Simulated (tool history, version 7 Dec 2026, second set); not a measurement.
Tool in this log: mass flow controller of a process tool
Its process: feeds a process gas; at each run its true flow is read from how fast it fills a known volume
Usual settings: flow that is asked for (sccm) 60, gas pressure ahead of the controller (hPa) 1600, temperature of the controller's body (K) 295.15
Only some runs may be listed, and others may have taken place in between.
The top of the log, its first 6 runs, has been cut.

run	day	flow that is asked for (sccm)	gas pressure ahead of the controller (hPa)	temperature of the controller's body (K)	true flow (%)
7	59.371	60	1600	295.15	99.62
8	69.158	60	1600	295.15	99.57
9	79.733	60	1600	295.15	99.60
10	95.238	60	2490	295.15	99.20
11	104.808	60	1600	295.15	99.68
12	119.375	60	1600	295.15	99.63
13	126.008	60	1600	295.15	99.57
14	136.775	60	1600	295.15	99.71
15	150.858	60	1600	295.15	99.55
16	165.292	60	1600	295.15	99.66
17	176.354	60	2060	295.15	99.44
18	187.321	60	2370	305.15	98.28
19	197.988	60	2180	302.15	98.75
20	205.483	60	1600	311.15	98.12
21	219.746	60	1600	311.15	98.22

Run 22, settings as shown, results not yet in. Your forecast:
22	234.929	73	1930	302.15	?

{"run 22": {"true flow (%)": 98.82}}
Minus the tool's unlogged condition, the same run would have read true flow (%) 98.81.
